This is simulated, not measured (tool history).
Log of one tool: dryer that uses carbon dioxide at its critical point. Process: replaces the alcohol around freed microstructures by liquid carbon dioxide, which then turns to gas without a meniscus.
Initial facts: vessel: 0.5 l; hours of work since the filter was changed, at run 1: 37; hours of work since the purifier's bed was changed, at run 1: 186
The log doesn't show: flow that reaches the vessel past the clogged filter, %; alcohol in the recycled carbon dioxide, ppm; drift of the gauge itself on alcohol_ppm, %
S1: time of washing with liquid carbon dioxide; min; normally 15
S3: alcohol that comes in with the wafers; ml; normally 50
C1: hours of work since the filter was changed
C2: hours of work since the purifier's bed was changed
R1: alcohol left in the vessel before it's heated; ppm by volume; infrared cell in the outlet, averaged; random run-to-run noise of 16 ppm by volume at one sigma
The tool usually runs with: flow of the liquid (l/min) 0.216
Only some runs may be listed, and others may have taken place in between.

Run 1, hour 0: usual settings; C1 37; C2 186. Result: R1 1078 ppm by volume.
Run 2, hour 15.1: usual settings; C1 46; C2 195. Result: R1 1128 ppm by volume.
Run 3, hour 24.6: usual settings but S1 14 min; C1 52; C2 201. Result: R1 1505 ppm by volume.
Run 4, hour 46.7: usual settings but S1 11 min; C1 66; C2 214. Result: R1 3672 ppm by volume.
Run 5, hour 59.2: usual settings but S1 11 min; C1 73; C2 222. Result: R1 3763 ppm by volume.
Run 6, hour 71.7: usual settings but S1 11 min; C1 81; C2 230. Result: R1 3706 ppm by volume.
Run 7, hour 94.7: usual settings; C1 95; C2 244. Result: R1 1175 ppm by volume.
Run 8, hour 116.7: usual settings; C1 109; C2 258. Result: R1 1166 ppm by volume.
Run 9, hour 131.1: usual settings; C1 118; C2 266. Result: R1 1194 ppm by volume.
Run 10, hour 141.7: usual settings; C1 124; C2 273. Result: R1 1214 ppm by volume.
Run 11, hour 156.5: usual settings; C1 133; C2 282. Result: R1 1223 ppm by volume.
Run 12, hour 175.3: usual settings; C1 145; C2 294. Result: R1 1249 ppm by volume.
Run 13, hour 185.8: usual settings; C1 151; C2 300. Result: R1 1282 ppm by volume.
Run 14, hour 206.5: usual settings; C1 164; C2 313. Result: R1 1276 ppm by volume.
Run 15, hour 219.9: usual settings but S1 20 min; C1 172; C2 321. Result: R1 354 ppm by volume.
Run 16, hour 233.5: usual settings but S1 16 min, flow of the liquid (l/min) 0.345; C1 181; C2 330. Result: R1 120 ppm by volume.
Run 17, hour 247.7: usual settings but S1 20 min, flow of the liquid (l/min) 0.298, S3 24 ml; C1 189; C2 338. Result: R1 82 ppm by volume.
Run 18, hour 257.6: usual settings but flow of the liquid (l/min) 0.177; C1 195; C2 344. Result: R1 2896 ppm by volume.
Run 19, hour 274.7: usual settings but S1 16 min, flow of the liquid (l/min) 0.305; C1 206; C2 355. Result: R1 213 ppm by volume.
Run 20, hour 291: usual settings but S1 16 min, flow of the liquid (l/min) 0.156, S3 56 ml; C1 216; C2 365. Result: R1 3988 ppm by volume.
Run 21, hour 305.7: usual settings but flow of the liquid (l/min) 0.199; C1 225; C2 374. Result: R1 1947 ppm by volume.
Run 22, hour 323.7: usual settings but flow of the liquid (l/min) 0.199; C1 236; C2 385. Result: R1 1966 ppm by volume.
Run 23, hour 336.2: usual settings but S1 13 min, flow of the liquid (l/min) 0.317, S3 21 ml; C1 244; C2 393. Result: R1 257 ppm by volume.
Run 24, hour 355.3: usual settings but S1 16 min, flow of the liquid (l/min) 0.317, S3 92 ml; C1 256; C2 405. Result: R1 321 ppm by volume.
Run 25, hour 376.1: usual settings but S1 16 min, flow of the liquid (l/min) 0.317, S3 92 ml; C1 268; C2 417. Result: R1 327 ppm by volume.
Run 26, hour 387.4: usual settings but S1 16 min, flow of the liquid (l/min) 0.317, S3 92 ml; C1 275; C2 424. Result: R1 331 ppm by volume.
Run 27, hour 401.6: usual settings but S1 17 min, flow of the liquid (l/min) 0.259; C1 284; C2 433. Result: R1 420 ppm by volume.

Same runs, no hidden state in the tool, same run-to-run variation:
run    R1
  1   987
  2  1021
  3  1368
  4  3387
  5  3445
  6  3366
  7   992
  8   966
  9   976
 10   982
 11   975
 12   980
 13   997
 14   974
 15   221
 16    45
 17    20
 18  2271
 19   102
 20  3115
 21  1415
 22  1408
 23   126
 24   152
 25   147
 26   147
 27   207
